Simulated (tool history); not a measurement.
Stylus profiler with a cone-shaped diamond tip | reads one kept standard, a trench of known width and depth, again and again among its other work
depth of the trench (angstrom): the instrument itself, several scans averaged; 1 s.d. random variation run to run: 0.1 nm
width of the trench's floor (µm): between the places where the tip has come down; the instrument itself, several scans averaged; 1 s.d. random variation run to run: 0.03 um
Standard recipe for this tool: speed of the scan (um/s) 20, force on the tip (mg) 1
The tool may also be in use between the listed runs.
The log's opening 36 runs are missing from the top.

| run | hour | speed of the scan (um/s) | force on the tip (mg) | depth of the trench (angstrom) | width of the trench's floor (µm) |
|---|---|---|---|---|---|
| 37 | 1323.5 | 20 | 0.48 | 5012.1 | 46.51 |
| 38 | 1355.9 | 33 | 0.36 | 5010.3 | 46.24 |
| 39 | 1386.2 | 33 | 0.36 | 5008 | 46.19 |
| 40 | 1428.6 | 15 | 1.2 | 5025.8 | 46.58 |
| 41 | 1475 | 46 | 1.2 | 5026.6 | 46.24 |
| 42 | 1511.4 | 57 | 1.12 | 5024.8 | 46.15 |
| 43 | 1536.8 | 7 | 0.39 | 5009.3 | 46.56 |
| 44 | 1579.8 | 7 | 0.39 | 5007.2 | 46.55 |
| 45 | 1632.3 | 44 | 1.98 | 5037.5 | 46.26 |

Branching from run 45: 3 alternative next runs. What would each branch give?
| A | 1658.7 | 20 | 1.36 | ? | ? |
| B | 1658.7 | 7 | 2.61 | ? | ? |
| C | 1658.7 | 41 | 1 | ? | ? |

| run | depth of the trench (angstrom) | width of the trench's floor (µm) |
|---|---|---|
| A | 5029.6 | 46.35 |
| B | 5046.7 | 46.53 |
| C | 5023.2 | 46.16 |
Had the tool no hidden state, the same runs would have come out as:
| run | depth of the trench (angstrom) | width of the trench's floor (µm) |
|---|---|---|
| A | 5036.3 | 47.14 |
| B | 5053.4 | 47.32 |
| C | 5029.8 | 46.94 |

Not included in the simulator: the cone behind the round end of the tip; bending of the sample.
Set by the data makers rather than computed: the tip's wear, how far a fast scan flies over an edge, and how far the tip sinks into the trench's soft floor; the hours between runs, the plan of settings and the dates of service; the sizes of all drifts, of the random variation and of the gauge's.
